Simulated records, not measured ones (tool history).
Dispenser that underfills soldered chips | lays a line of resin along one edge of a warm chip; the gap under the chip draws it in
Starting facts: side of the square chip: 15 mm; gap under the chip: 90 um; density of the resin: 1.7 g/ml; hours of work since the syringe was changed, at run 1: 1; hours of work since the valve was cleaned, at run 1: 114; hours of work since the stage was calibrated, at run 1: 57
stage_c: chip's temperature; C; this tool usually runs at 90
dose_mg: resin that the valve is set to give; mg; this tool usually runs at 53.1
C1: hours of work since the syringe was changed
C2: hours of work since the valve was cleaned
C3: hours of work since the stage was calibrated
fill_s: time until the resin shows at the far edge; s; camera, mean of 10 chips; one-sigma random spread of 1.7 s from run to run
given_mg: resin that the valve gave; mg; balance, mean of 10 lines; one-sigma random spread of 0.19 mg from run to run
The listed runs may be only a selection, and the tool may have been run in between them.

run 1 hour=0 | stage_c=90 dose_mg=53.1 | C1=1 C2=114 C3=57 | fill_s=191.6 given_mg=49.78
-- hour=5.1 dispensing valve cleaned and set on the balance
run 2 hour=5.4 | stage_c=90 dose_mg=53.1 | C1=4 C2=0 C3=60 | fill_s=225.7 given_mg=53.26
run 3 hour=11.6 | stage_c=90 dose_mg=53.1 | C1=8 C2=4 C3=64 | fill_s=297.6 given_mg=53.41
-- hour=16.1 new syringe of resin
run 4 hour=18.6 | stage_c=90 dose_mg=53.1 | C1=2 C2=9 C3=68 | fill_s=196.9 given_mg=52.77
run 5 hour=21.6 | stage_c=103 dose_mg=53.1 | C1=4 C2=11 C3=70 | fill_s=145.9 given_mg=52.81
run 6 hour=28.5 | stage_c=103 dose_mg=53.1 | C1=8 C2=16 C3=75 | fill_s=194.1 given_mg=52.86

What does the tool deliver on the next run?
run 7 hour=31.3 | stage_c=99 dose_mg=53.1 | C1=10 C2=17 C3=77 | fill_s=? given_mg=?

{"run 7": {"fill_s": 251.3, "given_mg": 52.75}}
Take away the tool's hidden state, keep the run-to-run variation as it was, and the same run would have given fill_s 127.4 s, given_mg 53.11 mg.
